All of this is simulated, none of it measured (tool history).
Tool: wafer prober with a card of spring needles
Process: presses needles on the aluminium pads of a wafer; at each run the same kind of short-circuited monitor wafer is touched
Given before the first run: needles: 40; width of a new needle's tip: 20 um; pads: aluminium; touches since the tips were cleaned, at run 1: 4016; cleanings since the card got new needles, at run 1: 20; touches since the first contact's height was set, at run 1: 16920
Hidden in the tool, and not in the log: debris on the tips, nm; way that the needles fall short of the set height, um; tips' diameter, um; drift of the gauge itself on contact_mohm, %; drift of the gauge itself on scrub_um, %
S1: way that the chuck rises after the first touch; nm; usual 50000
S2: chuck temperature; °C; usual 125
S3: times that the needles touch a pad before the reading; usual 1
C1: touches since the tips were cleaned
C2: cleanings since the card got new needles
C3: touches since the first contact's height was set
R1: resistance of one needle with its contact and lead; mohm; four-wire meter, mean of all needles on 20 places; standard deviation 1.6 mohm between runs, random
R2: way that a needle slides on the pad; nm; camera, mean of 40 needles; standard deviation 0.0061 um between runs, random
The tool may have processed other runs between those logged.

{"run": 1, "hour": 0.0, "S1": 50000, "S2": 125, "S3": 1, "C1": 4016, "C2": 20, "C3": 16920, "R1": 222, "R2": 8485}
{"hour": 8.2, "done": "tips cleaned on abrasive film"}
{"run": 2, "hour": 24.2, "S1": 50000, "S2": 125, "S3": 1, "C1": 5402, "C2": 21, "C3": 25049, "R1": 262, "R2": 8490}
{"hour": 28.7, "done": "tips cleaned on abrasive film"}
{"hour": 49.1, "done": "tips cleaned on abrasive film"}
{"run": 3, "hour": 58.8, "S1": 50000, "S2": 125, "S3": 1, "C1": 3272, "C2": 23, "C3": 36690, "R1": 216, "R2": 8465}
{"hour": 68.5, "done": "tips cleaned on abrasive film"}
{"hour": 89.4, "done": "tips cleaned on abrasive film"}
{"run": 4, "hour": 93.5, "S1": 50000, "S2": 125, "S3": 1, "C1": 1397, "C2": 25, "C3": 48333, "R1": 191, "R2": 8457}
{"hour": 109.2, "done": "tips cleaned on abrasive film"}
{"hour": 125.4, "done": "tips cleaned on abrasive film, once more"}
{"run": 5, "hour": 128.2, "S1": 50000, "S2": 125, "S3": 1, "C1": 952, "C2": 27, "C3": 60002, "R1": 178, "R2": 8421}
{"hour": 144.8, "done": "tips cleaned on abrasive film"}
{"run": 6, "hour": 150.3, "S1": 50000, "S2": 125, "S3": 1, "C1": 1848, "C2": 28, "C3": 67419, "R1": 198, "R2": 8434}
{"hour": 167.1, "done": "tips cleaned on abrasive film"}
{"run": 7, "hour": 169.1, "S1": 50000, "S2": 125, "S3": 1, "C1": 692, "C2": 29, "C3": 73745, "R1": 180, "R2": 8431}
{"hour": 188.2, "done": "tips cleaned on abrasive film"}
{"run": 8, "hour": 188.7, "S1": 66000, "S2": 121, "S3": 2, "C1": 195, "C2": 30, "C3": 80341, "R1": 154, "R2": 11157}
{"hour": 208.8, "done": "tips cleaned on abrasive film"}
{"run": 9, "hour": 212.9, "S1": 47000, "S2": 85, "S3": 1, "C1": 1398, "C2": 31, "C3": 88476, "R1": 191, "R2": 7895}
{"hour": 229.2, "done": "tips cleaned on abrasive film"}
{"hour": 249.7, "done": "tips cleaned on abrasive film"}
{"run": 10, "hour": 252.9, "S1": 67000, "S2": 36, "S3": 1, "C1": 1080, "C2": 33, "C3": 101917, "R1": 153, "R2": 11294}
{"hour": 272.3, "done": "tips cleaned on abrasive film"}
{"run": 11, "hour": 287.2, "S1": 37000, "S2": 74, "S3": 1, "C1": 5037, "C2": 34, "C3": 113482, "R1": 298, "R2": 6190}
{"hour": 293.7, "done": "tips cleaned on abrasive film"}
{"hour": 314.8, "done": "tips cleaned on abrasive film"}
{"run": 12, "hour": 318.2, "S1": 51000, "S2": 68, "S3": 1, "C1": 1153, "C2": 36, "C3": 123875, "R1": 182, "R2": 8551}
{"hour": 334.3, "done": "tips cleaned on abrasive film"}
{"run": 13, "hour": 338.8, "S1": 39000, "S2": 53, "S3": 1, "C1": 1499, "C2": 37, "C3": 130782, "R1": 223, "R2": 6506}

Consider 4 possible next runs. They are alternatives, not a sequence: every one starts from the tool as it was left by run 13. What does each give?
{"hour": 348.4, "done": "height of the first contact set anew"}
{"hour": 354.9, "done": "tips cleaned on abrasive film"}
{"run": "A", "hour": 355.2, "S1": 48000, "S2": 36, "S3": 3, "C1": 95, "C2": 38, "C3": 2260, "R1": "?", "R2": "?"}
{"hour": 348.4, "done": "height of the first contact set anew"}
{"hour": 354.9, "done": "tips cleaned on abrasive film"}
{"run": "B", "hour": 355.2, "S1": 56000, "S2": 108, "S3": 2, "C1": 95, "C2": 38, "C3": 2260, "R1": "?", "R2": "?"}
{"hour": 348.4, "done": "height of the first contact set anew"}
{"hour": 354.9, "done": "tips cleaned on abrasive film"}
{"run": "C", "hour": 355.2, "S1": 39000, "S2": 87, "S3": 2, "C1": 95, "C2": 38, "C3": 2260, "R1": "?", "R2": "?"}
{"hour": 348.4, "done": "height of the first contact set anew"}
{"hour": 354.9, "done": "tips cleaned on abrasive film"}
{"run": "D", "hour": 355.2, "S1": 50000, "S2": 116, "S3": 2, "C1": 95, "C2": 38, "C3": 2260, "R1": "?", "R2": "?"}

run=A R1=146 R2=8163
run=B R1=155 R2=9527
run=C R1=169 R2=6638
run=D R1=160 R2=8497
What these runs would have given with no unlogged condition in the tool:
run=A R1=140 R2=8168
run=B R1=149 R2=9532
run=C R1=156 R2=6643
run=D R1=152 R2=8502
